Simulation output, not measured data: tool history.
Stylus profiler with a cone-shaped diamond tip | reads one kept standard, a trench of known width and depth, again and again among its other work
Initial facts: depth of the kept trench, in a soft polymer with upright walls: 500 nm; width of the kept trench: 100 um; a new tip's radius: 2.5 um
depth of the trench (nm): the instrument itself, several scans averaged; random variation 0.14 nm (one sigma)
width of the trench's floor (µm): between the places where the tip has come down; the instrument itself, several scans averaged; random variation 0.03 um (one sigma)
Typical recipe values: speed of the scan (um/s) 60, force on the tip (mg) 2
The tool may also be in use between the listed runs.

run   hour  speed of the scan (um/s)  force on the tip (mg)  depth of the trench (nm)  width of the trench's floor (µm)
  1      0                        60                      2                    504.55                             96.77
  2   22.3                        60                      2                    504.59                              96.7
  3   45.6                        60                      2                    504.52                             96.74
  4   67.6                        60                      2                    504.52                             96.76
  5   81.8                        58                      2                    504.76                              96.8
  6  113.3                        76                      2                    504.73                             96.72
  7  128.2                        71                   2.87                       506                             96.77
  8  154.9                        28                      2                    504.66                             96.87
  9  180.2                       144                   0.85                     502.4                             96.11
 10  202.6                       144                   0.85                    502.62                             96.11

Each row is a separate what-if for the run after 10, all from the same tool condition, not one after another. Results?
  A  233.3                        60                   5.07                         ?                                 ?
  B  233.3                        22                   1.72                         ?                                 ?
  C  233.3                        36                   3.17                         ?                                 ?
  D  233.3                        60                    3.9                         ?                                 ?

run  depth of the trench (nm)  width of the trench's floor (µm)
  A                    508.76                             96.83
  B                       504                             96.95
  C                    506.36                             96.83
  D                    507.27                             96.88
Without the tool's unlogged condition, the same runs would have read:
run  depth of the trench (nm)  width of the trench's floor (µm)
  A                    508.75                             96.83
  B                       504                             96.95
  C                    506.35                             96.83
  D                    507.26                             96.88
